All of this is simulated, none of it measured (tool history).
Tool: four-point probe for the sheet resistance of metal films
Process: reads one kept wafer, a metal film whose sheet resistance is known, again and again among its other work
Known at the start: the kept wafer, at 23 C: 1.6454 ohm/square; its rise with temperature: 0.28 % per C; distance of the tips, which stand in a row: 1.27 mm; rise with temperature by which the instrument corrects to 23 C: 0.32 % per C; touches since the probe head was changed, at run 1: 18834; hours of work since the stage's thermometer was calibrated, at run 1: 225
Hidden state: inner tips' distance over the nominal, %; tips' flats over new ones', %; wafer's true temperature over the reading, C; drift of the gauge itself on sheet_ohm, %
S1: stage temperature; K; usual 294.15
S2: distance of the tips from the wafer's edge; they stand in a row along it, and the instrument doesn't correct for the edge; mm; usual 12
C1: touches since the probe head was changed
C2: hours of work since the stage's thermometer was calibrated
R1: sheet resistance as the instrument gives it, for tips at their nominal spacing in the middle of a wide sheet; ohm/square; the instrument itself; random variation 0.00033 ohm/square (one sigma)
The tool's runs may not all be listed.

| run | hour | S1 | S2 | C1 | C2 | R1 |
|---|---|---|---|---|---|---|
| 1 | 0 | 294.15 | 12 | 18834 | 225 | 1.656558 |
| 2 | 42.8 | 294.15 | 12 | 20419 | 253 | 1.656561 |
| 3 | 99.3 | 294.15 | 12 | 22515 | 290 | 1.656777 |
| 4 | 175.8 | 294.15 | 12 | 25346 | 339 | 1.656727 |
| 5 | 237.5 | 294.15 | 12 | 27633 | 379 | 1.656624 |
| 6 | 279.6 | 294.15 | 12 | 29194 | 407 | 1.656232 |
| 7 | 332.6 | 294.15 | 12 | 31156 | 441 | 1.657163 |
| 8 | 396.4 | 294.15 | 12 | 33520 | 483 | 1.657112 |
| 9 | 429.7 | 294.15 | 12 | 34753 | 504 | 1.655878 |
| 10 | 468 | 294.15 | 12 | 36172 | 529 | 1.657058 |
| 11 | 538.4 | 294.15 | 12 | 38783 | 575 | 1.656316 |
| 12 | 592.1 | 294.15 | 5 | 40769 | 610 | 1.70186 |
| 13 | 659.7 | 294.15 | 12 | 43276 | 654 | 1.65665 |
| 14 | 735 | 294.15 | 12 | 46065 | 703 | 1.656853 |
| 15 | 782.1 | 294.15 | 12 | 47811 | 734 | 1.656833 |
| 16 | 849.5 | 294.15 | 12 | 50308 | 778 | 1.656416 |
| 17 | 897.8 | 298.15 | 12 | 52098 | 809 | 1.6545 |
| 18 | 955.6 | 303.15 | 11 | 54238 | 847 | 1.652626 |
| 19 | 1021.4 | 293.15 | 12 | 56675 | 890 | 1.657341 |
| 20 | 1096.8 | 294.15 | 12 | 59469 | 939 | 1.656881 |
| 21 | 1168.8 | 293.15 | 30 | 62138 | 985 | 1.648771 |
| 22 | 1242.4 | 292.15 | 8 | 64863 | 1033 | 1.67002 |
| 23 | 1296.9 | 307.15 | 36 | 66882 | 1069 | 1.640038 |
| 24 | 1369.5 | 307.15 | 36 | 69573 | 1116 | 1.639673 |
| 25 | 1439.2 | 307.15 | 36 | 72154 | 1161 | 1.63966 |
| 26 | 1509 | 305.15 | 60 | 74742 | 1207 | 1.640209 |
| 27 | 1553.3 | 305.15 | 60 | 76381 | 1236 | 1.640717 |
| 28 | 1612.5 | 305.15 | 60 | 78575 | 1274 | 1.640373 |

The next listed run, before its measurement:
| 29 | 1685.8 | 299.15 | 10 | 81294 | 1322 | ? |

{"run 29": {"R1": 1.658462}}
Without the tool's hidden state the same run would have given R1 1.658386 ohm/square.

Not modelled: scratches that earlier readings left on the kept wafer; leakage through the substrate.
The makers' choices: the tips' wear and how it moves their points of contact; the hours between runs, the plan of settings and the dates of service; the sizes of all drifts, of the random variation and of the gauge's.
